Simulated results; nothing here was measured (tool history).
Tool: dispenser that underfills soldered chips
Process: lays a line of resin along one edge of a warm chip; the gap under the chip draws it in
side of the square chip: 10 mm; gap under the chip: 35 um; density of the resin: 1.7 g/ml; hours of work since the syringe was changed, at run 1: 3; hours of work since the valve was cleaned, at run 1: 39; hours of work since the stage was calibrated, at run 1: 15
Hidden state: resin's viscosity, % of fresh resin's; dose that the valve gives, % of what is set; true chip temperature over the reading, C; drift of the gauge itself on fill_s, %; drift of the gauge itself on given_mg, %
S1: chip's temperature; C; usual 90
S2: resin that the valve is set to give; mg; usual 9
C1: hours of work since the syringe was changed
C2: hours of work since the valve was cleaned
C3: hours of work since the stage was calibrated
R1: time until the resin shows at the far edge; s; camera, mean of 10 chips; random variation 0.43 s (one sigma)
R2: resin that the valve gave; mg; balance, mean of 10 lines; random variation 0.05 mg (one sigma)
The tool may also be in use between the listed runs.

run	hour	S1	S2	C1	C2	C3	R1	R2
1	0	90	9	3	39	15	38.8	8.81
2	6.6	90	9	8	43	20	50.3	8.91
# hour 13.5: new syringe of resin
3	18.8	90	10.79	4	52	28	38.9	10.59
4	26.6	90	10.79	9	57	33	55.2	10.54
# hour 31.7: new syringe of resin
# hour 32.7: dispensing valve cleaned and set on the balance
5	35	105	9	2	2	38	24.1	9.03
6	42.3	105	9	7	7	43	31.9	8.97
7	47.7	90	9	10	10	47	59.8	8.89
# hour 50.7: new syringe of resin
8	57.6	90	9	5	17	53	41.3	8.93
9	63.1	90	9.9	9	21	57	52.4	9.71
# hour 68.5: new syringe of resin
10	73.1	90	9.9	3	27	64	37.6	9.86
11	85.3	90	9	12	36	72	65.9	8.94
# hour 86.4: new syringe of resin
12	93.8	90	9	5	41	78	43.7	8.81
13	99.3	90	9	9	45	81	56	8.83
# hour 104.4: new syringe of resin
14	108.9	90	9	3	51	88	38.6	8.82
15	118.5	99	8.78	10	58	94	46.1	8.52
# hour 122.8: dispensing valve cleaned and set on the balance
# hour 123.7: new syringe of resin
16	131.8	99	8.78	6	6	103	36.4	8.76

Run 17 comes next. What will it give?
# hour 142: new syringe of resin
17	143.6	99	11.35	1	14	110	?	?

Run 17 gave R1 26.5 s, R2 11.26 mg.
Without the tool's hidden state the same run would have given R1 24.5 s, R2 11.37 mg.
